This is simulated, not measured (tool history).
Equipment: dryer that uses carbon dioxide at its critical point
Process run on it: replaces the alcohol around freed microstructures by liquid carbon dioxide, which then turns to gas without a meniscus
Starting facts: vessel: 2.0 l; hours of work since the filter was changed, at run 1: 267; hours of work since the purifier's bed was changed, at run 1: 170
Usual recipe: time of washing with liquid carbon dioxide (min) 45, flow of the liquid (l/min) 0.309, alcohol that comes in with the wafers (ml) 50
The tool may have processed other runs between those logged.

run	day	time of washing with liquid carbon dioxide (min)	flow of the liquid (l/min)	alcohol that comes in with the wafers (ml)	hours of work since the filter was changed	hours of work since the purifier's bed was changed	alcohol left in the vessel before it's heated (ppm by volume)
1	0.000	45	0.309	50	267	170	164
2	0.975	45	0.309	50	275	178	168
3	1.692	31	0.309	50	280	184	696
4	2.642	60	0.309	50	288	191	75
5	3.567	60	0.471	50	296	199	58
6	4.475	58	0.471	50	303	206	54
7	5.400	58	0.471	50	310	214	61
8	6.233	58	0.471	50	317	220	54
9	6.817	37	0.471	50	322	225	89
10	7.900	45	0.309	50	330	234	197
11	8.883	45	0.309	50	338	241	216
12	9.992	45	0.309	78	347	250	284
13	11.129	45	0.309	78	356	259	295
14	12.400	65	0.309	31	366	270	80
15	13.388	45	0.359	49	374	278	145
16	14.004	41	0.309	21	379	283	178
17	14.821	41	0.309	21	386	289	182
18	15.858	40	0.309	80	394	297	514

Estimate the outcome of run 19 from the log above:
19	16.417	40	0.203	80	399	302	?

{"run 19": {"alcohol left in the vessel before it's heated (ppm by volume)": 2117}}
On a tool with no hidden condition, and with the same random variation, this run would have come out at alcohol left in the vessel before it's heated (ppm by volume) 1237.
